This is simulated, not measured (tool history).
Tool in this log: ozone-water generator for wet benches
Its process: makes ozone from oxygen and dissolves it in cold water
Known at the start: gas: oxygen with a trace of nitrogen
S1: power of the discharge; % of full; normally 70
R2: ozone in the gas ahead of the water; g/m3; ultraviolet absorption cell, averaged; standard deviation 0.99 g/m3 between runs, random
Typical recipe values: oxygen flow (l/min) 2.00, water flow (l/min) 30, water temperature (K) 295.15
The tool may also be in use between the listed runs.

Run 1, hour 0.0: usual settings. Result: dissolved ozone (ppm) 7.19, R2 167.3 g/m3.
Run 2, hour 50.0: usual settings. Result: dissolved ozone (ppm) 7.14, R2 166.7 g/m3.
Run 3, hour 135.3: usual settings. Result: dissolved ozone (ppm) 7.23, R2 167.7 g/m3.
Run 4, hour 199.4: usual settings. Result: dissolved ozone (ppm) 7.26, R2 166.5 g/m3.
Run 5, hour 286.4: usual settings but water flow (l/min) 19. Result: dissolved ozone (ppm) 10.77, R2 166.0 g/m3.
Run 6, hour 353.2: usual settings but water flow (l/min) 19. Result: dissolved ozone (ppm) 11.03, R2 166.3 g/m3.
Run 7, hour 417.7: usual settings but water flow (l/min) 19. Result: dissolved ozone (ppm) 10.89, R2 165.4 g/m3.
Run 8, hour 478.7: usual settings but water flow (l/min) 19. Result: dissolved ozone (ppm) 10.66, R2 166.0 g/m3.
Run 9, hour 533.9: usual settings but S1 76 % of full. Result: dissolved ozone (ppm) 7.31, R2 172.0 g/m3.
Run 10, hour 610.0: usual settings but S1 76 % of full. Result: dissolved ozone (ppm) 7.46, R2 173.1 g/m3.
Run 11, hour 689.9: usual settings. Result: dissolved ozone (ppm) 7.16, R2 165.7 g/m3.
Run 12, hour 762.7: usual settings but water temperature (K) 289.15. Result: dissolved ozone (ppm) 7.35, R2 164.8 g/m3.
Run 13, hour 835.6: usual settings but water flow (l/min) 40. Result: dissolved ozone (ppm) 5.32, R2 166.0 g/m3.
Run 14, hour 879.4: usual settings but water flow (l/min) 29. Result: dissolved ozone (ppm) 7.39, R2 165.1 g/m3.
Run 15, hour 956.1: usual settings but water flow (l/min) 29. Result: dissolved ozone (ppm) 7.45, R2 164.2 g/m3.
Run 16, hour 1043.0: usual settings but water flow (l/min) 29, water temperature (K) 292.15. Result: dissolved ozone (ppm) 7.58, R2 165.5 g/m3.
At hour 1073.0: water thermometer calibrated.
Run 17, hour 1128.3: usual settings but S1 92 % of full, oxygen flow (l/min) 2.24. Result: dissolved ozone (ppm) 8.43, R2 178.9 g/m3.
Run 18, hour 1181.9: usual settings but S1 92 % of full, oxygen flow (l/min) 2.24. Result: dissolved ozone (ppm) 8.55, R2 181.1 g/m3.
Run 19, hour 1260.9: usual settings but S1 92 % of full, oxygen flow (l/min) 2.24. Result: dissolved ozone (ppm) 8.51, R2 179.8 g/m3.
Run 20, hour 1333.3: usual settings but S1 92 % of full, oxygen flow (l/min) 2.24. Result: dissolved ozone (ppm) 8.47, R2 179.6 g/m3.
Run 21, hour 1377.8: usual settings but S1 47 % of full, oxygen flow (l/min) 1.91, water flow (l/min) 32, water temperature (K) 290.15. Result: dissolved ozone (ppm) 5.55, R2 137.9 g/m3.
Run 22, hour 1420.1: usual settings but S1 64 % of full, oxygen flow (l/min) 2.60, water flow (l/min) 40. Result: dissolved ozone (ppm) 5.76, R2 141.8 g/m3.
Run 23, hour 1478.5: usual settings but water flow (l/min) 32. Result: dissolved ozone (ppm) 6.67, R2 162.8 g/m3.
Run 24, hour 1554.9: usual settings but water flow (l/min) 32. Result: dissolved ozone (ppm) 6.41, R2 164.5 g/m3.
Run 25, hour 1610.8: usual settings but oxygen flow (l/min) 2.90, water flow (l/min) 44, water temperature (K) 297.15. Result: dissolved ozone (ppm) 5.50, R2 138.9 g/m3.
Run 26, hour 1683.6: usual settings but oxygen flow (l/min) 2.90, water flow (l/min) 44, water temperature (K) 297.15. Result: dissolved ozone (ppm) 5.55, R2 138.9 g/m3.
Run 27, hour 1752.7: usual settings but oxygen flow (l/min) 2.90, water flow (l/min) 44, water temperature (K) 297.15. Result: dissolved ozone (ppm) 5.51, R2 138.7 g/m3.
Run 28, hour 1797.9: usual settings but oxygen flow (l/min) 2.90, water flow (l/min) 44, water temperature (K) 297.15. Result: dissolved ozone (ppm) 5.56, R2 137.8 g/m3.
Run 29, hour 1880.9: usual settings but S1 79 % of full, oxygen flow (l/min) 1.95. Result: dissolved ozone (ppm) 7.32, R2 177.1 g/m3.
Run 30, hour 1929.1: usual settings but S1 75 % of full, water flow (l/min) 25, water temperature (K) 300.15. Result: dissolved ozone (ppm) 8.26, R2 170.8 g/m3.
Run 31, hour 2001.4: usual settings but S1 68 % of full, water flow (l/min) 18. Result: dissolved ozone (ppm) 10.84, R2 160.8 g/m3.
Run 32, hour 2039.5: usual settings but S1 68 % of full, water flow (l/min) 18, water temperature (K) 303.15. Result: dissolved ozone (ppm) 9.92, R2 160.8 g/m3.

Consider 4 possible next runs. They are alternatives, not a sequence: every one starts from the tool as it was left by run 32. What does each give?
Run A, hour 2125.0: usual settings but water flow (l/min) 20. Result: dissolved ozone (ppm) ?, R2 ?.
Run B, hour 2125.0: usual settings but S1 91 % of full, water flow (l/min) 43, water temperature (K) 288.15. Result: dissolved ozone (ppm) ?, R2 ?.
Run C, hour 2125.0: usual settings but water flow (l/min) 43, water temperature (K) 290.15. Result: dissolved ozone (ppm) ?, R2 ?.
Run D, hour 2125.0: usual settings but oxygen flow (l/min) 2.27, water flow (l/min) 29, water temperature (K) 290.15. Result: dissolved ozone (ppm) ?, R2 ?.

run  dissolved ozone (ppm)     R2
  A                   9.92  161.9
  B                   5.64  186.1
  C                   4.94  163.9
  D                   7.76  155.2
Without the tool's hidden state the same runs would have given:
run  dissolved ozone (ppm)     R2
  A                  10.95  170.5
  B                   6.35  197.3
  C                   5.52  172.6
  D                   8.62  163.4
